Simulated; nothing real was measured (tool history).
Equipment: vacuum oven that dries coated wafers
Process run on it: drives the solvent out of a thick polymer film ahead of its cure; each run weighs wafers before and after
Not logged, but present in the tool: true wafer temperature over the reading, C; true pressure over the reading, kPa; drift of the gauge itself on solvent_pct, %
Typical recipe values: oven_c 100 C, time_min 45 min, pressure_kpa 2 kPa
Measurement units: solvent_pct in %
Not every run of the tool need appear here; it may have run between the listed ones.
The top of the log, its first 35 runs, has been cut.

run	hour	oven_c	time_min	pressure_kpa	hours of work since the thermocouples were calibrated	hours of work since the vacuum gauge was cleaned of residue	solvent_pct
36	316.9	96	29	7.96	333	542	7.46
37	323.3	108	29	4.76	337	546	3.78
38	332.8	108	29	4.76	342	551	3.82
39	344.6	108	29	4.76	348	557	3.7
40	351.9	100	45	3.92	352	561	3.67
41	360.1	100	45	3.92	357	565	3.75
42	370.6	103	50	5.68	362	571	3.62
43	382	103	31	3.62	368	577	4.06
44	391.4	95	45	2	373	582	3.9
45	398	104	45	6.09	377	586	3.77
46	410.2	104	45	6.09	383	592	3.7
47	417.5	98	66	2	387	596	2.29
48	427.5	100	45	1.57	393	602	2.7

Here are 3 independent what-if runs from the current tool condition. What would each one return?
A	439.4	100	45	3.26	399	608	?
B	439.4	100	27	5.58	399	608	?
C	439.4	106	45	1.57	399	608	?

run	solvent_pct
A	3.38
B	5.97
C	1.75
Without the tool's hidden state the same runs would have given:
run	solvent_pct
A	3.51
B	6.15
C	1.82
